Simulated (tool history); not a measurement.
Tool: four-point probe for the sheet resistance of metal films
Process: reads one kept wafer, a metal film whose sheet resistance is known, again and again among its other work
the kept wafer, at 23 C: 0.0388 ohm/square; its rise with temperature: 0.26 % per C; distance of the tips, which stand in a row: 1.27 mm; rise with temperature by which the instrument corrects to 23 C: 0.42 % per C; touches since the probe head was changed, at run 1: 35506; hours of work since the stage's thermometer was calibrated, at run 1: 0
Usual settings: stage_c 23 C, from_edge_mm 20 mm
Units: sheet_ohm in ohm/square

run,day,stage_c,from_edge_mm,touches since the probe head was changed,hours of work since the stage's thermometer was calibrated,sheet_ohm
1,0,23,20,35506,0,0.038493
2,0.946,23,20,36527,17,0.038516
3,2.038,22,20,37703,36,0.03856
4,2.604,23,20,38312,46,0.038487
5,3.583,25,20,39367,63,0.038363
6,4.279,25,20,40122,76,0.038355
7,5.146,25,20,41053,91,0.038355
8,5.775,21,32,41733,102,0.038556
9,6.267,30,67,42265,111,0.037971
10,7.062,32,10,43122,125,0.03817
11,7.838,32,10,43958,138,0.038178
12,8.608,32,10,44787,152,0.03817
13,9.371,32,10,45611,166,0.038162

3 ways to go on from here, each from the tool as it stands after run 13. What would each give?
A,9.879,26,50,46158,174,?
B,9.879,32,20,46158,174,?
C,9.879,32,20,46158,174,?

run,sheet_ohm
A,0.038202
B,0.037914
C,0.037914
Without the tool's hidden state the same runs would have given:
run,sheet_ohm
A,0.038622
B,0.038332
C,0.038332
